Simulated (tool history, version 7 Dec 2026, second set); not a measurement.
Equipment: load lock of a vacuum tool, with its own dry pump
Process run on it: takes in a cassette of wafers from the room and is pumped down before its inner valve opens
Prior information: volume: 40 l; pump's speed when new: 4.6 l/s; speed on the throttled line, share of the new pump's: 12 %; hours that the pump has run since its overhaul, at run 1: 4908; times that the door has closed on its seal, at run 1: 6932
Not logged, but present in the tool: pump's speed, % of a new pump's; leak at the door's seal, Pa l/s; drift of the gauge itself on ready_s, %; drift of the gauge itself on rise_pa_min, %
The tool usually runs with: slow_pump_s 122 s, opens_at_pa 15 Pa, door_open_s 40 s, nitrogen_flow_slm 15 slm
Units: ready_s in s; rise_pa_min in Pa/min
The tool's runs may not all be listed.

run     day  slow_pump_s  opens_at_pa  door_open_s  nitrogen_flow_slm  hours that the pump has run since its overhaul  times that the door has closed on its seal  incoming humidity of the room's air, %  ready_s  rise_pa_min
  1   0.000          122           15           40                 15                                            4908                                        6932                                    41.1    188.6        0.059
  2   4.829          122           15           40                 15                                            5024                                        7176                                    50.3    189.0        0.068
  3  10.050          122           15           40                 15                                            5149                                        7440                                    42.7    187.6        0.062
  4  12.400          122           15           40                 15                                            5206                                        7558                                    44.7    188.5        0.069
  5  15.338          122           15           40                 15                                            5276                                        7706                                    48.0    188.2        0.064
  6  20.883          122           15           40                 15                                            5409                                        7986                                    39.7    188.4        0.068
  7  23.917          122           15           40                 15                                            5482                                        8140                                    43.8    188.1        0.073
  8  27.946          122           16           40                 15                                            5579                                        8343                                    43.6    186.9        0.071
  9  30.342          122           16           40                 15                                            5636                                        8464                                    44.1    187.9        0.075
 10  33.346          122           30           40                 15                                            5708                                        8615                                    42.5    182.0        0.074
 11  38.550          112           15           40                 15                                            5833                                        8878                                    44.3    180.2        0.077
 12  42.392           89           27           79                 20                                            5926                                        9072                                    46.0    154.7        0.081
 13  47.304          142           15           34                 11                                            6043                                        9320                                    47.0    206.1        0.086
 14  51.188          122           15           40                 10                                            6137                                        9516                                    46.0    188.6        0.089
 15  56.450          162           11          105                 35                                            6263                                        9782                                    45.3    227.4        0.085
 16  60.533          162           11          105                 35                                            6361                                        9988                                    42.2    227.8        0.082
 17  63.400          162           29          105                 35                                            6430                                       10132                                    46.4    217.7        0.089
 18  66.333          162           29          105                 35                                            6500                                       10281                                    46.8    217.3        0.089
 19  71.817          162           29          105                 35                                            6632                                       10558                                    42.7    218.4        0.086

Alternative continuations, all from the tool just after run 19; predict every row:
  A  74.600          230           26           31                 35                                            6699                                       10698                                    42.0        ?            ?
  B  74.600           79           23          105                  6                                            6699                                       10698                                    41.8        ?            ?
  C  74.600          122           15           87                 12                                            6699                                       10698                                    46.9        ?            ?

run  ready_s  rise_pa_min
  A    278.5        0.073
  B    147.7        0.111
  C    188.8        0.101
With no hidden state in the tool, these same runs would have given:
run  ready_s  rise_pa_min
  A    275.3        0.017
  B    143.0        0.053
  C    184.3        0.044
